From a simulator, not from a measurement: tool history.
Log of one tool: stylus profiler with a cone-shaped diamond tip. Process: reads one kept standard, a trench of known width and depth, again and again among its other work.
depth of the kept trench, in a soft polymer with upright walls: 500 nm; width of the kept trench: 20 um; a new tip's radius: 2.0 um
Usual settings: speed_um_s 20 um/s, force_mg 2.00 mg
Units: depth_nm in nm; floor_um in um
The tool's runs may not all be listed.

run	hour	speed_um_s	force_mg	depth_nm	floor_um
1	0.0	20	2.00	503.60	16.92
2	11.4	20	2.50	504.75	16.92
3	22.2	20	4.13	506.63	16.93
4	37.4	20	4.13	506.73	16.90
5	49.7	20	4.13	506.54	16.92
6	66.0	20	4.13	506.45	16.88
7	73.4	20	4.13	506.56	16.95
# hour 74.7: height scale calibrated on a step standard
8	86.5	20	4.13	506.38	16.93
9	97.1	12	2.00	503.41	16.84
10	108.4	12	2.00	503.60	16.87
11	116.9	12	2.00	503.46	16.89
12	124.1	12	2.00	503.73	16.92
13	136.5	12	2.00	503.43	16.84
# hour 145.9: height scale calibrated on a step standard, once more
14	151.4	12	2.00	504.51	16.87
15	166.1	33	4.28	507.40	16.73
16	179.3	33	2.65	505.67	16.73
17	186.0	33	2.65	505.17	16.73
18	196.8	33	2.65	505.36	16.76
19	206.4	20	5.54	508.53	16.78
20	219.4	13	2.15	504.47	16.81
21	231.8	5	2.15	504.62	16.88

Hidden state or all else? Some run-to-run changes of depth_nm, split into what the settings, what came in and random variation would give without the hidden state, and what is left for the hidden state (with any gauge scatter that isn't in both results):
The hidden state here: radius of the tip, um; height scale over the true one, %; drift of the gauge itself on depth_nm, %; drift of the gauge itself on floor_um, %.
Run 7 -> 8: height scale calibrated on a step standard. depth_nm -0.18 nm: hidden state -0.28, all else +0.10.
Run 13 -> 14: height scale calibrated on a step standard, once more. depth_nm +1.08 nm: hidden state +1.02, all else +0.06.
Run 18 -> 19: speed_um_s 33 -> 20, force_mg 2.65 -> 5.54. depth_nm +3.17 nm: hidden state -0.01, all else +3.18.
Run 19 -> 20: speed_um_s 20 -> 13, force_mg 5.54 -> 2.15. depth_nm -4.06 nm: hidden state -0.01, all else -4.05.
